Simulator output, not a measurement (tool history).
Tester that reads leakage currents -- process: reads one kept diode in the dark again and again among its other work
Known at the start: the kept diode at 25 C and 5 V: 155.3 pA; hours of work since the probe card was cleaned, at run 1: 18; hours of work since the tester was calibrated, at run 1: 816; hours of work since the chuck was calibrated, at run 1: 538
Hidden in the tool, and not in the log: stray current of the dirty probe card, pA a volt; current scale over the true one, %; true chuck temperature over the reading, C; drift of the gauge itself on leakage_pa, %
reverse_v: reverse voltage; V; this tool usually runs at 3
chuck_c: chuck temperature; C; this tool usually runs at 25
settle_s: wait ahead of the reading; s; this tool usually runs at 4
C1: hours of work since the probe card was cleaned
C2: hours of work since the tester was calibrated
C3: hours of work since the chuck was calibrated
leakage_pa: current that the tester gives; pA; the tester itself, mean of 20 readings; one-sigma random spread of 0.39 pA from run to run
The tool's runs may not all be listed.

run 1 hour=0 | reverse_v=3 chuck_c=25 settle_s=4 | C1=18 C2=816 C3=538 | leakage_pa=131.35
run 2 hour=19.2 | reverse_v=3 chuck_c=25 settle_s=0.76 | C1=33 C2=831 C3=553 | leakage_pa=132.11
run 3 hour=46.4 | reverse_v=3 chuck_c=25 settle_s=0.76 | C1=54 C2=852 C3=574 | leakage_pa=131.47
run 4 hour=60.9 | reverse_v=3 chuck_c=25 settle_s=0.76 | C1=65 C2=863 C3=586 | leakage_pa=132.64
run 5 hour=94 | reverse_v=3 chuck_c=25 settle_s=4 | C1=91 C2=889 C3=612 | leakage_pa=131.04
run 6 hour=116.6 | reverse_v=3 chuck_c=25 settle_s=8.4 | C1=109 C2=907 C3=629 | leakage_pa=131.46
run 7 hour=143.2 | reverse_v=3 chuck_c=25 settle_s=7.5 | C1=129 C2=927 C3=650 | leakage_pa=132.44
run 8 hour=160.7 | reverse_v=3 chuck_c=25 settle_s=7.5 | C1=143 C2=941 C3=664 | leakage_pa=131.51
run 9 hour=191.1 | reverse_v=1.83 chuck_c=25 settle_s=4 | C1=167 C2=965 C3=687 | leakage_pa=110.46
run 10 hour=209.4 | reverse_v=1.83 chuck_c=25 settle_s=4 | C1=181 C2=979 C3=702 | leakage_pa=110.47
run 11 hour=226.3 | reverse_v=1.83 chuck_c=25 settle_s=4 | C1=194 C2=992 C3=715 | leakage_pa=110.83
run 12 hour=250.3 | reverse_v=1.83 chuck_c=25 settle_s=4 | C1=213 C2=1011 C3=733 | leakage_pa=109.54
run 13 hour=279 | reverse_v=1.83 chuck_c=25 settle_s=4 | C1=235 C2=1033 C3=756 | leakage_pa=110.22
run 14 hour=300.9 | reverse_v=4.01 chuck_c=25 settle_s=4 | C1=252 C2=1051 C3=773 | leakage_pa=147.55
run 15 hour=327.8 | reverse_v=3 chuck_c=25 settle_s=0.48 | C1=273 C2=1072 C3=794 | leakage_pa=133.62
run 16 hour=359.8 | reverse_v=3 chuck_c=25 settle_s=0.48 | C1=298 C2=1097 C3=819 | leakage_pa=134.86
run 17 hour=379.3 | reverse_v=3 chuck_c=25 settle_s=0.48 | C1=314 C2=1112 C3=834 | leakage_pa=134.06
run 18 hour=393.5 | reverse_v=18.03 chuck_c=29 settle_s=0.44 | C1=325 C2=1123 C3=845 | leakage_pa=355.72
run 19 hour=424.9 | reverse_v=7.46 chuck_c=25 settle_s=5.51 | C1=349 C2=1147 C3=870 | leakage_pa=186.65
run 20 hour=453.1 | reverse_v=7.41 chuck_c=25 settle_s=4 | C1=371 C2=1169 C3=892 | leakage_pa=186.9
run 21 hour=466.7 | reverse_v=1.84 chuck_c=57 settle_s=4 | C1=382 C2=1180 C3=902 | leakage_pa=964.49
-- hour=471.7 chuck's temperature calibrated
run 22 hour=496.3 | reverse_v=1.2 chuck_c=45 settle_s=0.61 | C1=403 C2=1201 C3=19 | leakage_pa=391.12
run 23 hour=518.4 | reverse_v=1.2 chuck_c=45 settle_s=0.61 | C1=421 C2=1219 C3=36 | leakage_pa=390.82
run 24 hour=542.6 | reverse_v=1.2 chuck_c=45 settle_s=0.61 | C1=439 C2=1238 C3=55 | leakage_pa=392.99
-- hour=546.6 chuck's temperature calibrated, once more
run 25 hour=575.4 | reverse_v=1.2 chuck_c=45 settle_s=0.61 | C1=464 C2=1262 C3=23 | leakage_pa=377.47
run 26 hour=604.4 | reverse_v=1.2 chuck_c=45 settle_s=0.61 | C1=486 C2=1284 C3=45 | leakage_pa=376.94
run 27 hour=620.3 | reverse_v=18.48 chuck_c=25 settle_s=4 | C1=499 C2=1297 C3=58 | leakage_pa=257.48
run 28 hour=653.9 | reverse_v=18.48 chuck_c=25 settle_s=4 | C1=525 C2=1323 C3=84 | leakage_pa=258.3
run 29 hour=683.4 | reverse_v=18.48 chuck_c=25 settle_s=4 | C1=548 C2=1346 C3=107 | leakage_pa=260
run 30 hour=709.6 | reverse_v=13.24 chuck_c=30 settle_s=0.55 | C1=568 C2=1366 C3=127 | leakage_pa=332.24
run 31 hour=729.5 | reverse_v=13.24 chuck_c=30 settle_s=0.55 | C1=584 C2=1382 C3=143 | leakage_pa=332.67
run 32 hour=750.8 | reverse_v=13.24 chuck_c=28 settle_s=0.47 | C1=600 C2=1399 C3=159 | leakage_pa=291.29
run 33 hour=775.1 | reverse_v=1.57 chuck_c=28 settle_s=0.47 | C1=619 C2=1418 C3=178 | leakage_pa=130.42

Some steps in leakage_pa, run to run, broken into two amounts with sign: the step expected even without the hidden condition (settings, incoming material, random variation), and the rest, left for the hidden condition together with whatever gauge scatter is not in both the measured and the hidden-condition-free result:
Run 17 -> 18: reverse_v 3 -> 18.03, chuck_c 25 -> 29, settle_s 0.48 -> 0.44. leakage_pa +221.66 pA: hidden state +8.03, all else +213.63.
Run 20 -> 21: reverse_v 7.41 -> 1.84, chuck_c 25 -> 57. leakage_pa +777.59 pA: hidden state +15.3, all else +762.29.
Run 21 -> 22: reverse_v 1.84 -> 1.2, chuck_c 57 -> 45, settle_s 4 -> 0.61, chuck's temperature calibrated. leakage_pa -573.37 pA: hidden state -6.97, all else -566.4.
Run 24 -> 25: chuck's temperature calibrated, once more. leakage_pa -15.52 pA: hidden state -14.98, all else -0.54.
